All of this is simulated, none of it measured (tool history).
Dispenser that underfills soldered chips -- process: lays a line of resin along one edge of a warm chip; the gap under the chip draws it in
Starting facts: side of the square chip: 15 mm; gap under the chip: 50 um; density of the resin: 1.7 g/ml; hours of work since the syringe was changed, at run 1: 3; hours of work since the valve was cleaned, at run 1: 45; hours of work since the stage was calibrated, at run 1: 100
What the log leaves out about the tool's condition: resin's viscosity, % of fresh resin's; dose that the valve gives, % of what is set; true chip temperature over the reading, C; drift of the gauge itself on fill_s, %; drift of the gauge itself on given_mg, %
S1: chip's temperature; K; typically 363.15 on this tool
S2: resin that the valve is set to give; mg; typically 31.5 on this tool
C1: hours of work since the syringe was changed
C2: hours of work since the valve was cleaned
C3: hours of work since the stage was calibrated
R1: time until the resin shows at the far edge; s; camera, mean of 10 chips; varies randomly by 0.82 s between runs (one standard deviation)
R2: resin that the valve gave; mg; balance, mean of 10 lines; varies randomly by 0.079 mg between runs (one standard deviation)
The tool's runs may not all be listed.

Run 1, hour 0.0: usual settings; C1 3; C2 45; C3 100. Result: R1 91.9 s, R2 30.77 mg.
Run 2, hour 5.0: usual settings; C1 7; C2 49; C3 104. Result: R1 112.2 s, R2 30.76 mg.
Run 3, hour 7.4: usual settings; C1 9; C2 50; C3 106. Result: R1 122.9 s, R2 30.74 mg.
Run 4, hour 10.9: usual settings; C1 12; C2 53; C3 108. Result: R1 138.6 s, R2 30.58 mg.
At hour 11.5: new syringe of resin.
Run 5, hour 16.2: usual settings; C1 4; C2 57; C3 112. Result: R1 89.9 s, R2 30.55 mg.
Run 6, hour 20.3: usual settings; C1 7; C2 60; C3 115. Result: R1 105.2 s, R2 30.45 mg.
Run 7, hour 23.0: usual settings but S1 376.15 K, S2 36.1 mg; C1 9; C2 62; C3 117. Result: R1 73.0 s, R2 35.01 mg.
At hour 27.3: new syringe of resin.
Run 8, hour 28.2: usual settings but S1 370.15 K, S2 37.4 mg; C1 1; C2 66; C3 121. Result: R1 61.1 s, R2 36.21 mg.
At hour 29.9: dispensing valve cleaned and set on the balance.
Run 9, hour 32.0: usual settings but S1 359.15 K, S2 27.3 mg; C1 3; C2 2; C3 123. Result: R1 102.6 s, R2 27.19 mg.
Run 10, hour 34.1: usual settings but S1 365.15 K, S2 36.4 mg; C1 4; C2 3; C3 125. Result: R1 89.4 s, R2 36.31 mg.
Run 11, hour 38.8: usual settings but S1 376.15 K, S2 39.0 mg; C1 8; C2 7; C3 128. Result: R1 72.2 s, R2 38.71 mg.
Run 12, hour 43.0: usual settings but S1 368.15 K, S2 28.5 mg; C1 11; C2 10; C3 131. Result: R1 112.9 s, R2 28.36 mg.

A few steps of R1 between consecutive runs. Split each: what settings, incoming material and random variation would produce without the hidden state, and what is left over for the hidden state, along with gauge scatter present in only one of the two compared results (measured, and without hidden state):
Run 4 -> 5: new syringe of resin. R1 -48.7 s: hidden state -50.0, all else +1.3.
